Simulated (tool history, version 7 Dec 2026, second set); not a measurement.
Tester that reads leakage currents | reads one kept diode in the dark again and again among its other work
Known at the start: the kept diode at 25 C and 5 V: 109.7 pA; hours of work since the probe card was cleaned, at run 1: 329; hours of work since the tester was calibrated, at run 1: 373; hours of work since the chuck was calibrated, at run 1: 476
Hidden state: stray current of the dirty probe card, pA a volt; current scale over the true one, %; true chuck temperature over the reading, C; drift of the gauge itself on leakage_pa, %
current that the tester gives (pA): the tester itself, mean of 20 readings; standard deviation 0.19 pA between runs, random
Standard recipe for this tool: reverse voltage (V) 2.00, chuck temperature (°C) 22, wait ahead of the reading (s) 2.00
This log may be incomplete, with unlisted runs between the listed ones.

| run | day | reverse voltage (V) | chuck temperature (°C) | wait ahead of the reading (s) | hours of work since the probe card was cleaned | hours of work since the tester was calibrated | hours of work since the chuck was calibrated | current that the tester gives (pA) |
|---|---|---|---|---|---|---|---|---|
| 1 | 0.000 | 2.00 | 22 | 2.00 | 329 | 373 | 476 | 60.82 |
| 2 | 4.367 | 2.00 | 22 | 0.47 | 379 | 422 | 526 | 62.26 |
| 3 | 13.712 | 2.00 | 22 | 0.47 | 484 | 528 | 631 | 62.78 |
| 4 | 17.738 | 2.00 | 22 | 0.67 | 530 | 573 | 677 | 61.85 |
| 5 | 23.154 | 2.00 | 22 | 0.67 | 591 | 635 | 738 | 61.85 |
| 6 | 29.546 | 2.00 | 22 | 0.67 | 663 | 707 | 810 | 61.76 |
| 7 | 38.533 | 2.00 | 22 | 0.67 | 765 | 808 | 912 | 61.60 |
| 8 | 47.638 | 2.00 | 22 | 0.67 | 868 | 911 | 1015 | 61.75 |
| 9 | 55.325 | 2.00 | 22 | 2.00 | 954 | 998 | 1101 | 60.91 |
| 10 | 61.050 | 2.00 | 22 | 2.00 | 1019 | 1063 | 1166 | 61.21 |
| 11 | 70.579 | 2.00 | 22 | 2.87 | 1127 | 1171 | 1274 | 60.87 |
| 12 | 79.183 | 2.00 | 22 | 2.87 | 1224 | 1268 | 1371 | 61.30 |
| 13 | 83.679 | 2.00 | 22 | 2.87 | 1275 | 1319 | 1422 | 60.73 |
| 14 | 88.279 | 3.30 | 22 | 2.00 | 1327 | 1371 | 1474 | 75.04 |
| 15 | 93.567 | 2.26 | 22 | 0.93 | 1386 | 1430 | 1533 | 65.08 |
|  | 100.262 | chuck's temperature calibrated |
| 16 | 100.817 | 3.26 | 30 | 2.27 | 1467 | 1511 | 6 | 134.44 |
| 17 | 108.604 | 6.40 | 37 | 9.62 | 1555 | 1599 | 94 | 290.76 |
| 18 | 114.275 | 2.49 | 22 | 7.38 | 1620 | 1663 | 158 | 66.49 |
| 19 | 120.138 | 2.49 | 22 | 5.47 | 1686 | 1730 | 225 | 66.33 |
| 20 | 126.933 | 2.49 | 22 | 5.47 | 1763 | 1806 | 301 | 66.76 |
| 21 | 132.508 | 1.98 | 59 | 0.42 | 1826 | 1869 | 364 | 773.22 |
| 22 | 136.454 | 1.98 | 59 | 0.42 | 1870 | 1914 | 409 | 773.96 |
| 23 | 142.079 | 3.13 | 32 | 0.42 | 1934 | 1977 | 472 | 156.32 |
| 24 | 151.675 | 15.35 | 31 | 0.81 | 2042 | 2086 | 581 | 274.51 |
| 25 | 156.121 | 15.35 | 31 | 0.81 | 2092 | 2136 | 631 | 274.64 |
| 26 | 162.112 | 15.35 | 21 | 0.67 | 2160 | 2204 | 699 | 135.05 |
| 27 | 169.712 | 10.47 | 42 | 5.41 | 2246 | 2290 | 785 | 501.12 |

What if the next run were any one of these 3? Each begins from the tool's condition after run 27:
| A | 179.008 | 3.13 | 42 | 5.35 | 2351 | 2395 | 890 | ? |
| B | 179.008 | 2.43 | 42 | 2.47 | 2351 | 2395 | 890 | ? |
| C | 179.008 | 14.30 | 37 | 0.42 | 2351 | 2395 | 890 | ? |

| run | current that the tester gives (pA) |
|---|---|
| A | 310.37 |
| B | 278.99 |
| C | 412.03 |
With no hidden state in the tool, these same runs would have given:
| run | current that the tester gives (pA) |
|---|---|
| A | 310.12 |
| B | 278.76 |
| C | 411.64 |
